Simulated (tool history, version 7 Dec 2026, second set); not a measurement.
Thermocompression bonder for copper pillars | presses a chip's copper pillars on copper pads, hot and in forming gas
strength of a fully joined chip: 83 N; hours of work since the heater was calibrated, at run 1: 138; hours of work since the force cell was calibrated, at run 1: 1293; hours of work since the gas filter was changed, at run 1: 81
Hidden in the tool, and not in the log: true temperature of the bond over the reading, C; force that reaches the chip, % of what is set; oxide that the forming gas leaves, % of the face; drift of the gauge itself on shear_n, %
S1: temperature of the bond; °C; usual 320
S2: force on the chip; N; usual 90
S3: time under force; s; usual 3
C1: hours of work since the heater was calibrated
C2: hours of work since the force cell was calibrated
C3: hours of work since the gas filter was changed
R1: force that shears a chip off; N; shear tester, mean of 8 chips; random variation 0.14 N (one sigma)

| run | day | S1 | S2 | S3 | C1 | C2 | C3 | R1 |
|---|---|---|---|---|---|---|---|---|
| 1 | 0.000 | 320 | 90 | 3 | 138 | 1293 | 81 | 48.3 |
| 2 | 2.442 | 320 | 90 | 3 | 176 | 1332 | 119 | 48.1 |
| 3 | 5.067 | 320 | 90 | 3 | 218 | 1374 | 161 | 47.8 |
| 4 | 7.812 | 320 | 90 | 9 | 261 | 1417 | 204 | 63.8 |
|  | 8.208 | force cell calibrated |
|  | 9.504 | forming gas filter changed |
| 5 | 11.233 | 320 | 90 | 3 | 314 | 48 | 27 | 48.7 |
| 6 | 15.121 | 320 | 90 | 3 | 376 | 109 | 89 | 48.4 |
|  | 15.896 | force cell calibrated, once more |
| 7 | 16.833 | 320 | 90 | 3 | 402 | 15 | 115 | 50.1 |
| 8 | 18.554 | 321 | 61 | 3 | 429 | 42 | 142 | 41.7 |
| 9 | 20.625 | 321 | 61 | 3 | 462 | 75 | 175 | 41.8 |
| 10 | 22.325 | 341 | 127 | 3 | 489 | 102 | 202 | 65.8 |
|  | 24.129 | forming gas filter changed |
| 11 | 24.321 | 341 | 127 | 3 | 520 | 133 | 3 | 67.3 |
| 12 | 26.767 | 328 | 115 | 2 | 559 | 172 | 42 | 54.6 |
| 13 | 30.150 | 328 | 115 | 2 | 613 | 226 | 95 | 54.6 |

5 ways to go on from here, each from the tool as it stands after run 13. What would each give?
|  | 30.538 | heater calibrated with a thermocouple chip |
| A | 33.771 | 291 | 54 | 2 | 51 | 282 | 151 | ? |
|  | 30.538 | heater calibrated with a thermocouple chip |
| B | 33.771 | 328 | 104 | 2 | 51 | 282 | 151 | ? |
|  | 30.538 | heater calibrated with a thermocouple chip |
| C | 33.771 | 303 | 90 | 3 | 51 | 282 | 151 | ? |
|  | 30.538 | heater calibrated with a thermocouple chip |
| D | 33.771 | 320 | 90 | 4 | 51 | 282 | 151 | ? |
|  | 30.538 | heater calibrated with a thermocouple chip |
| E | 33.771 | 320 | 81 | 2 | 51 | 282 | 151 | ? |

| run | R1 |
|---|---|
| A | 22.1 |
| B | 48.7 |
| C | 40.9 |
| D | 52.2 |
| E | 39.8 |
Without the tool's hidden state the same runs would have given:
| run | R1 |
|---|---|
| A | 22.3 |
| B | 49.3 |
| C | 41.3 |
| D | 52.9 |
| E | 40.3 |
